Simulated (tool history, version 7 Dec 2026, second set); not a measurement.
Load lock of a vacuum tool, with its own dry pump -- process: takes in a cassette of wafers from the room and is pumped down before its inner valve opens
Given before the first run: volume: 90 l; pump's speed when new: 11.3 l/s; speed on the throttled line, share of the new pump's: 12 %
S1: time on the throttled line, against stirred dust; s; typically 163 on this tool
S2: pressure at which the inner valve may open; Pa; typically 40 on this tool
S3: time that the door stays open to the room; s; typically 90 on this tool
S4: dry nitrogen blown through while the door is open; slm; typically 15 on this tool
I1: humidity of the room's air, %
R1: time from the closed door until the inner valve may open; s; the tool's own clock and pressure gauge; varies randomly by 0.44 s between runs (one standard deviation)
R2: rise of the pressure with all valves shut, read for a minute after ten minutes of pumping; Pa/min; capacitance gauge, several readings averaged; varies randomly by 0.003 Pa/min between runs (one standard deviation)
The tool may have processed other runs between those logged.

run	hour	S1	S2	S3	S4	I1	R1	R2
1	0	163	40	90	15	44.3	207.1	0.046
2	270	163	30	90	15	46.1	209.3	0.067
3	593	163	30	90	15	45.9	209.7	0.082
4	760.8	163	40	90	15	46.6	207.2	0.088
5	1135.9	163	40	90	15	45.7	206.9	0.112
6	1354.1	163	30	90	15	47.6	210.3	0.121
7	1549	163	30	90	15	41.5	209.8	0.13
8	1833.5	163	30	90	15	43.6	210.2	0.148
9	2235.4	163	30	90	4	46.6	210.3	0.205
10	2610.8	163	40	90	15	49.9	208.3	0.21
11	2781.2	163	40	90	15	45.4	208	0.223
12	2979.2	163	40	70	15	45.9	208.7	0.237
13	3143.8	163	40	90	15	44.8	208.2	0.255
14	3514.2	163	40	90	15	45.8	209	0.29
15	3871.6	309	40	90	15	42.8	336.3	0.341
16	4199.8	309	40	90	15	44.4	336.4	0.383
17	4573.7	309	40	90	15	44.1	337.1	0.426
18	4756.5	163	30	90	15	48	212.5	0.463
19	5015.6	163	40	196	15	44.4	209.6	0.505
20	5189	163	70	50	31	45.3	204.4	0.502
# hour 5444.4: door's seal changed, seat wiped
21	5569	98	56	96	18	50.2	150.3	0.047
22	5827.7	91	56	96	18	46.8	144.6	0.05
23	6068.3	91	30	96	8	40.7	150.5	0.072
24	6423.4	91	30	96	8	45.7	149.9	0.094
25	6808.9	87	40	90	45	45.7	144.5	0.076
26	7184.4	91	40	90	19	49.4	148.6	0.123
27	7403.9	91	40	90	19	45.1	148.2	0.132
28	7802.8	163	57	56	29	42.8	208.5	0.149
29	8115.7	163	56	90	15	43.8	208.9	0.192
30	8417.4	321	40	220	15	44.4	349.8	0.243
31	8589.9	275	40	46	16	45.9	311.1	0.225
32	8932.5	94	73	88	8	48.8	147	0.282

Predict the results of run 33:
33	9156.2	105	73	88	8	43	?	?

Run 33 gave R1 156.1 s, R2 0.296 Pa/min.
Minus the tool's unlogged condition, the same run would have read R1 150.2 s, R2 0.053 Pa/min.
